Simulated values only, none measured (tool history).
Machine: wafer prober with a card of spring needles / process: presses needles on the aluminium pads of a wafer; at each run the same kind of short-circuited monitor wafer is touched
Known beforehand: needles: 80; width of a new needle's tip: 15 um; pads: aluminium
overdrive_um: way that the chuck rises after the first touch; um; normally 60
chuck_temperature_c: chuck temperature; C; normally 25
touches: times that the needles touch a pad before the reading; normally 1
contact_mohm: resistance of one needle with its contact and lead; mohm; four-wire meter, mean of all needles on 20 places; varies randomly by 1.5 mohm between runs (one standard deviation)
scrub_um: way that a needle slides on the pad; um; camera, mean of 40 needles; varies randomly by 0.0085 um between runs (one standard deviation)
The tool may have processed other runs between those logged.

run 1 day=0 | overdrive_um=60 chuck_temperature_c=25 touches=1 | contact_mohm=380 scrub_um=7.944
-- day=0.596 tips cleaned on abrasive film
-- day=1.562 tips cleaned on abrasive film
run 2 day=2.012 | overdrive_um=60 chuck_temperature_c=25 touches=1 | contact_mohm=364 scrub_um=7.911
-- day=2.592 tips cleaned on abrasive film
-- day=3.617 tips cleaned on abrasive film
run 3 day=4.058 | overdrive_um=60 chuck_temperature_c=25 touches=1 | contact_mohm=398 scrub_um=7.895
-- day=4.646 tips cleaned on abrasive film
-- day=5.183 height of the first contact set anew
-- day=5.796 tips cleaned on abrasive film
-- day=6.783 tips cleaned on abrasive film
run 4 day=7.083 | overdrive_um=60 chuck_temperature_c=25 touches=1 | contact_mohm=335 scrub_um=7.997
-- day=7.875 tips cleaned on abrasive film
run 5 day=8.625 | overdrive_um=60 chuck_temperature_c=25 touches=1 | contact_mohm=455 scrub_um=8.003
-- day=8.858 tips cleaned on abrasive film
-- day=9.796 tips cleaned on abrasive film
run 6 day=10.304 | overdrive_um=60 chuck_temperature_c=108 touches=1 | contact_mohm=356 scrub_um=7.948
-- day=10.767 tips cleaned on abrasive film
-- day=11.8 tips cleaned on abrasive film
-- day=12.775 tips cleaned on abrasive film
run 7 day=12.975 | overdrive_um=60 chuck_temperature_c=99 touches=1 | contact_mohm=284 scrub_um=7.938
-- day=13.846 tips cleaned on abrasive film
-- day=14.862 tips cleaned on abrasive film
-- day=15.792 tips cleaned on abrasive film
run 8 day=16.012 | overdrive_um=60 chuck_temperature_c=99 touches=1 | contact_mohm=316 scrub_um=7.884
-- day=16.846 tips cleaned on abrasive film
-- day=17.092 height of the first contact set anew
-- day=17.971 tips cleaned on abrasive film
run 9 day=18.433 | overdrive_um=47 chuck_temperature_c=25 touches=1 | contact_mohm=545 scrub_um=6.275
-- day=19.029 tips cleaned on abrasive film
-- day=20.021 tips cleaned on abrasive film
run 10 day=20.504 | overdrive_um=47 chuck_temperature_c=25 touches=1 | contact_mohm=564 scrub_um=6.25
-- day=20.954 tips cleaned on abrasive film
-- day=21.908 tips cleaned on abrasive film
run 11 day=21.929 | overdrive_um=47 chuck_temperature_c=25 touches=1 | contact_mohm=227 scrub_um=6.222
-- day=22.858 tips cleaned on abrasive film
-- day=23.975 tips cleaned on abrasive film
run 12 day=24.362 | overdrive_um=47 chuck_temperature_c=25 touches=1 | contact_mohm=546 scrub_um=6.179
-- day=24.921 tips cleaned on abrasive film
-- day=25.867 tips cleaned on abrasive film
-- day=26.908 tips cleaned on abrasive film
run 13 day=27.025 | overdrive_um=47 chuck_temperature_c=25 touches=1 | contact_mohm=326 scrub_um=6.137
-- day=27.842 tips cleaned on abrasive film
run 14 day=28.725 | overdrive_um=60 chuck_temperature_c=98 touches=1 | contact_mohm=489 scrub_um=7.88
-- day=28.929 tips cleaned on abrasive film
-- day=28.942 height of the first contact set anew
-- day=29.975 tips cleaned on abrasive film
-- day=30.921 tips cleaned on abrasive film
run 15 day=31.838 | overdrive_um=60 chuck_temperature_c=98 touches=1 | contact_mohm=477 scrub_um=7.996
-- day=32.071 tips cleaned on abrasive film
-- day=33.071 tips cleaned on abrasive film
run 16 day=33.958 | overdrive_um=60 chuck_temperature_c=98 touches=1 | contact_mohm=491 scrub_um=7.962
-- day=34.125 tips cleaned on abrasive film
-- day=35.188 tips cleaned on abrasive film
-- day=36.288 tips cleaned on abrasive film
run 17 day=36.942 | overdrive_um=60 chuck_temperature_c=36 touches=2 | contact_mohm=338 scrub_um=7.909
-- day=37.329 tips cleaned on abrasive film
-- day=38.458 tips cleaned on abrasive film
run 18 day=38.888 | overdrive_um=69 chuck_temperature_c=47 touches=1 | contact_mohm=348 scrub_um=9.095
-- day=39.479 tips cleaned on abrasive film
-- day=40.542 tips cleaned on abrasive film
-- day=40.783 height of the first contact set anew
-- day=41.479 tips cleaned on abrasive film
run 19 day=41.754 | overdrive_um=60 chuck_temperature_c=47 touches=1 | contact_mohm=332 scrub_um=8.02
-- day=42.412 tips cleaned on abrasive film
run 20 day=43.183 | overdrive_um=60 chuck_temperature_c=47 touches=1 | contact_mohm=477 scrub_um=8.006
-- day=43.508 tips cleaned on abrasive film
-- day=44.45 tips cleaned on abrasive film
run 21 day=44.754 | overdrive_um=60 chuck_temperature_c=47 touches=1 | contact_mohm=342 scrub_um=7.964
-- day=45.4 tips cleaned on abrasive film
-- day=46.338 tips cleaned on abrasive film
run 22 day=46.338 | overdrive_um=48 chuck_temperature_c=81 touches=1 | contact_mohm=189 scrub_um=6.335
-- day=47.417 tips cleaned on abrasive film
run 23 day=48.329 | overdrive_um=48 chuck_temperature_c=81 touches=1 | contact_mohm=692 scrub_um=6.334
-- day=48.525 tips cleaned on abrasive film
-- day=49.542 tips cleaned on abrasive film
run 24 day=50.188 | overdrive_um=48 chuck_temperature_c=81 touches=1 | contact_mohm=650 scrub_um=6.28
-- day=50.567 tips cleaned on abrasive film
-- day=51.562 tips cleaned on abrasive film
-- day=52.604 tips cleaned on abrasive film
-- day=52.617 height of the first contact set anew
run 25 day=53.321 | overdrive_um=50 chuck_temperature_c=25 touches=1 | contact_mohm=650 scrub_um=6.691
-- day=53.771 tips cleaned on abrasive film
-- day=54.888 tips cleaned on abrasive film
-- day=55.988 tips cleaned on abrasive film
run 26 day=56.371 | overdrive_um=48 chuck_temperature_c=97 touches=1 | contact_mohm=510 scrub_um=6.385
-- day=57.067 tips cleaned on abrasive film
-- day=58.033 tips cleaned on abrasive film
-- day=59.054 tips cleaned on abrasive film
run 27 day=59.412 | overdrive_um=48 chuck_temperature_c=97 touches=1 | contact_mohm=498 scrub_um=6.35
-- day=60.142 tips cleaned on abrasive film
run 28 day=60.892 | overdrive_um=48 chuck_temperature_c=25 touches=1 | contact_mohm=688 scrub_um=6.327

Each row is a separate what-if for the run after 28, all from the same tool condition, not one after another. Results?
-- day=61.108 tips cleaned on abrasive film
-- day=62.262 tips cleaned on abrasive film
run A day=62.962 | overdrive_um=48 chuck_temperature_c=25 touches=2 | contact_mohm=? scrub_um=?
-- day=61.108 tips cleaned on abrasive film
-- day=62.262 tips cleaned on abrasive film
run B day=62.962 | overdrive_um=46 chuck_temperature_c=40 touches=2 | contact_mohm=? scrub_um=?
-- day=61.108 tips cleaned on abrasive film
-- day=62.262 tips cleaned on abrasive film
run C day=62.962 | overdrive_um=69 chuck_temperature_c=25 touches=2 | contact_mohm=? scrub_um=?
-- day=61.108 tips cleaned on abrasive film
-- day=62.262 tips cleaned on abrasive film
run D day=62.962 | overdrive_um=53 chuck_temperature_c=105 touches=1 | contact_mohm=? scrub_um=?
-- day=61.108 tips cleaned on abrasive film
-- day=62.262 tips cleaned on abrasive film
run E day=62.962 | overdrive_um=40 chuck_temperature_c=78 touches=1 | contact_mohm=? scrub_um=?

run=A contact_mohm=494 scrub_um=6.301
run=B contact_mohm=517 scrub_um=6.035
run=C contact_mohm=308 scrub_um=9.11
run=D contact_mohm=570 scrub_um=6.945
run=E contact_mohm=927 scrub_um=5.215
Had the tool no hidden state, the same runs would have come out as:
run=A contact_mohm=140 scrub_um=6.431
run=B contact_mohm=142 scrub_um=6.166
run=C contact_mohm=132 scrub_um=9.241
run=D contact_mohm=149 scrub_um=7.076
run=E contact_mohm=153 scrub_um=5.346
